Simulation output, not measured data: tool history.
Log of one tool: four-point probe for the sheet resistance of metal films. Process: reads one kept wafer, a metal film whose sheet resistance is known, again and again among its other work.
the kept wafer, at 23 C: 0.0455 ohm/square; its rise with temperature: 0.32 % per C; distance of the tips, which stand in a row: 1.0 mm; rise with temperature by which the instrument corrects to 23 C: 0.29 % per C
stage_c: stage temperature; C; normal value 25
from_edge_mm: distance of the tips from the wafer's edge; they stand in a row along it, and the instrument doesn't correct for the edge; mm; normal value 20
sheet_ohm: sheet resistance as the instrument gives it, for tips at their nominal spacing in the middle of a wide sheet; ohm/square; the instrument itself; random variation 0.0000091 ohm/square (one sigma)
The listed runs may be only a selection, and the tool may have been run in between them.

| run | hour | stage_c | from_edge_mm | sheet_ohm |
|---|---|---|---|---|
| 1 | 0.0 | 25 | 20 | 0.045604 |
| 2 | 57.2 | 25 | 20 | 0.045590 |
| 3 | 115.3 | 25 | 20 | 0.045605 |
| 4 | 177.0 | 25 | 5 | 0.046486 |
| 5 | 224.5 | 25 | 28 | 0.045558 |
| 6 | 261.8 | 21 | 28 | 0.045506 |
| 7 | 298.7 | 21 | 28 | 0.045504 |
| 8 | 354.5 | 25 | 20 | 0.045584 |
| 9 | 383.9 | 25 | 20 | 0.045601 |
| 10 | 448.2 | 31 | 20 | 0.045645 |
| 11 | 505.5 | 31 | 20 | 0.045643 |
| 12 | 552.8 | 23 | 4 | 0.046983 |
| 13 | 593.9 | 29 | 5 | 0.046535 |
| 14 | 634.4 | 32 | 20 | 0.045651 |
| 15 | 686.6 | 34 | 10 | 0.045883 |
| 16 | 722.1 | 34 | 10 | 0.045879 |
| 17 | 787.7 | 34 | 10 | 0.045873 |
| 18 | 844.1 | 21 | 6 | 0.046142 |
| 19 | 901.0 | 31 | 46 | 0.045603 |
| 20 | 967.6 | 33 | 4 | 0.047100 |
| 21 | 1006.5 | 24 | 49 | 0.045532 |
| 22 | 1058.2 | 20 | 16 | 0.045570 |

Withheld: 1 entry from between the runs. Position of each, and hidden state at the listed run before versus the listed run after:
Runs 3 to 4: new probe head fitted (hour 155.7)
  inner tips' distance over the nominal, %: 0.008 -> -0.002; tips' flats over new ones', %: 1 -> 0

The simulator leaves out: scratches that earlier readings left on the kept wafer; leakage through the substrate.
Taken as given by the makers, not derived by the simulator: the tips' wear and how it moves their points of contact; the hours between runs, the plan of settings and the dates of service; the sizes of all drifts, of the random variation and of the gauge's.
